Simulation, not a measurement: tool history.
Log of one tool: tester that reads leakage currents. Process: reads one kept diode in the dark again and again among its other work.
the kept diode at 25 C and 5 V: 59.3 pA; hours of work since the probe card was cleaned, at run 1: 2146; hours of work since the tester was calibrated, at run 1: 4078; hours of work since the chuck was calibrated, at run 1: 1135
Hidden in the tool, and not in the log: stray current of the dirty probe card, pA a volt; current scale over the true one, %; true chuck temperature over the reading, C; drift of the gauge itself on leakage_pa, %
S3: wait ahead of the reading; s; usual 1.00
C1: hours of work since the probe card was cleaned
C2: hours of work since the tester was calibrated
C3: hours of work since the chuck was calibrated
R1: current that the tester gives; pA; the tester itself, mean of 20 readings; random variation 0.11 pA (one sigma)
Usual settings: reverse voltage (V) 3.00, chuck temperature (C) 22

run 1 day=0.000 | reverse_voltage_(V)=3.00 chuck_temperature_(C)=22 S3=1.00 | C1=2146 C2=4078 C3=1135 | R1=37.45
run 2 day=4.079 | reverse_voltage_(V)=3.00 chuck_temperature_(C)=22 S3=1.00 | C1=2207 C2=4139 C3=1195 | R1=37.48
run 3 day=8.388 | reverse_voltage_(V)=3.00 chuck_temperature_(C)=22 S3=1.00 | C1=2271 C2=4203 C3=1260 | R1=37.81
run 4 day=16.371 | reverse_voltage_(V)=3.00 chuck_temperature_(C)=22 S3=3.36 | C1=2390 C2=4322 C3=1379 | R1=37.09
run 5 day=22.783 | reverse_voltage_(V)=3.00 chuck_temperature_(C)=22 S3=0.37 | C1=2486 C2=4418 C3=1475 | R1=38.69
-- day=28.771 chuck's temperature calibrated
run 6 day=30.150 | reverse_voltage_(V)=3.00 chuck_temperature_(C)=22 S3=0.37 | C1=2595 C2=4527 C3=21 | R1=43.32
run 7 day=34.988 | reverse_voltage_(V)=3.00 chuck_temperature_(C)=48 S3=1.00 | C1=2667 C2=4599 C3=93 | R1=286.07
run 8 day=43.167 | reverse_voltage_(V)=3.00 chuck_temperature_(C)=48 S3=1.00 | C1=2789 C2=4721 C3=215 | R1=284.39
run 9 day=49.921 | reverse_voltage_(V)=3.00 chuck_temperature_(C)=27 S3=1.00 | C1=2890 C2=4822 C3=316 | R1=60.48
run 10 day=53.783 | reverse_voltage_(V)=3.00 chuck_temperature_(C)=22 S3=1.00 | C1=2947 C2=4879 C3=373 | R1=42.28
run 11 day=58.233 | reverse_voltage_(V)=3.00 chuck_temperature_(C)=47 S3=1.00 | C1=3014 C2=4946 C3=440 | R1=262.70
run 12 day=65.021 | reverse_voltage_(V)=3.00 chuck_temperature_(C)=47 S3=1.00 | C1=3115 C2=5047 C3=541 | R1=260.41
-- day=65.754 tester calibrated
run 13 day=68.758 | reverse_voltage_(V)=3.00 chuck_temperature_(C)=47 S3=1.00 | C1=3170 C2=45 C3=595 | R1=253.23
run 14 day=73.829 | reverse_voltage_(V)=3.00 chuck_temperature_(C)=47 S3=1.00 | C1=3245 C2=121 C3=671 | R1=252.89
run 15 day=77.971 | reverse_voltage_(V)=3.00 chuck_temperature_(C)=47 S3=1.00 | C1=3307 C2=182 C3=733 | R1=254.21
run 16 day=83.617 | reverse_voltage_(V)=3.00 chuck_temperature_(C)=22 S3=1.00 | C1=3391 C2=267 C3=817 | R1=41.25
-- day=88.779 probe card cleaned and baked
run 17 day=91.283 | reverse_voltage_(V)=3.00 chuck_temperature_(C)=22 S3=1.00 | C1=37 C2=379 C3=930 | R1=32.94
run 18 day=96.633 | reverse_voltage_(V)=3.00 chuck_temperature_(C)=22 S3=1.00 | C1=117 C2=459 C3=1010 | R1=32.83
run 19 day=104.171 | reverse_voltage_(V)=3.00 chuck_temperature_(C)=22 S3=1.00 | C1=230 C2=571 C3=1122 | R1=32.75
run 20 day=110.408 | reverse_voltage_(V)=3.00 chuck_temperature_(C)=22 S3=1.00 | C1=323 C2=664 C3=1215 | R1=32.98
run 21 day=117.321 | reverse_voltage_(V)=3.00 chuck_temperature_(C)=22 S3=1.00 | C1=426 C2=768 C3=1318 | R1=33.00
run 22 day=123.258 | reverse_voltage_(V)=1.54 chuck_temperature_(C)=32 S3=0.87 | C1=515 C2=856 C3=1407 | R1=49.76
run 23 day=127.438 | reverse_voltage_(V)=11.14 chuck_temperature_(C)=32 S3=1.15 | C1=577 C2=919 C3=1469 | R1=165.43
-- day=133.067 chuck's temperature calibrated
run 24 day=135.212 | reverse_voltage_(V)=11.14 chuck_temperature_(C)=42 S3=1.57 | C1=692 C2=1033 C3=32 | R1=391.98
run 25 day=139.567 | reverse_voltage_(V)=3.00 chuck_temperature_(C)=46 S3=2.13 | C1=757 C2=1098 C3=97 | R1=238.19
run 26 day=146.900 | reverse_voltage_(V)=1.25 chuck_temperature_(C)=56 S3=5.49 | C1=866 C2=1208 C3=206 | R1=287.93
run 27 day=152.171 | reverse_voltage_(V)=1.25 chuck_temperature_(C)=56 S3=5.49 | C1=945 C2=1286 C3=285 | R1=286.91
run 28 day=158.275 | reverse_voltage_(V)=3.00 chuck_temperature_(C)=22 S3=4.17 | C1=1036 C2=1378 C3=376 | R1=36.11
run 29 day=163.608 | reverse_voltage_(V)=3.00 chuck_temperature_(C)=22 S3=4.17 | C1=1115 C2=1457 C3=456 | R1=36.10
run 30 day=169.362 | reverse_voltage_(V)=3.00 chuck_temperature_(C)=22 S3=4.17 | C1=1201 C2=1543 C3=542 | R1=36.03
run 31 day=173.200 | reverse_voltage_(V)=7.29 chuck_temperature_(C)=35 S3=1.08 | C1=1259 C2=1600 C3=599 | R1=174.93
run 32 day=181.183 | reverse_voltage_(V)=6.07 chuck_temperature_(C)=24 S3=2.10 | C1=1378 C2=1719 C3=718 | R1=66.92
run 33 day=187.504 | reverse_voltage_(V)=6.07 chuck_temperature_(C)=24 S3=2.10 | C1=1472 C2=1814 C3=812 | R1=66.68
run 34 day=195.446 | reverse_voltage_(V)=8.72 chuck_temperature_(C)=24 S3=6.37 | C1=1590 C2=1932 C3=931 | R1=84.19
run 35 day=203.042 | reverse_voltage_(V)=6.58 chuck_temperature_(C)=49 S3=1.00 | C1=1704 C2=2046 C3=1044 | R1=452.66
run 36 day=209.362 | reverse_voltage_(V)=3.00 chuck_temperature_(C)=22 S3=2.80 | C1=1798 C2=2140 C3=1139 | R1=36.14
run 37 day=215.812 | reverse_voltage_(V)=3.00 chuck_temperature_(C)=22 S3=2.80 | C1=1894 C2=2236 C3=1235 | R1=36.28
run 38 day=222.912 | reverse_voltage_(V)=2.61 chuck_temperature_(C)=22 S3=1.00 | C1=2000 C2=2342 C3=1341 | R1=33.52

The same runs without the tool's hidden state, with the same run-to-run variation:
run=1 R1=34.39
run=2 R1=34.41
run=3 R1=34.70
run=4 R1=34.02
run=5 R1=35.56
run=6 R1=35.64
run=7 R1=271.75
run=8 R1=271.68
run=9 R1=52.48
run=10 R1=34.55
run=11 R1=253.20
run=12 R1=252.11
run=13 R1=251.19
run=14 R1=251.83
run=15 R1=253.90
run=16 R1=34.39
run=17 R1=34.57
run=18 R1=34.47
run=19 R1=34.36
run=20 R1=34.58
run=21 R1=34.57
run=22 R1=53.22
run=23 R1=174.31
run=24 R1=381.00
run=25 R1=234.35
run=26 R1=286.42
run=27 R1=286.55
run=28 R1=33.94
run=29 R1=33.95
run=30 R1=33.88
run=31 R1=171.49
run=32 R1=62.21
run=33 R1=61.95
run=34 R1=76.69
run=35 R1=465.56
run=36 R1=33.91
run=37 R1=34.04
run=38 R1=31.65
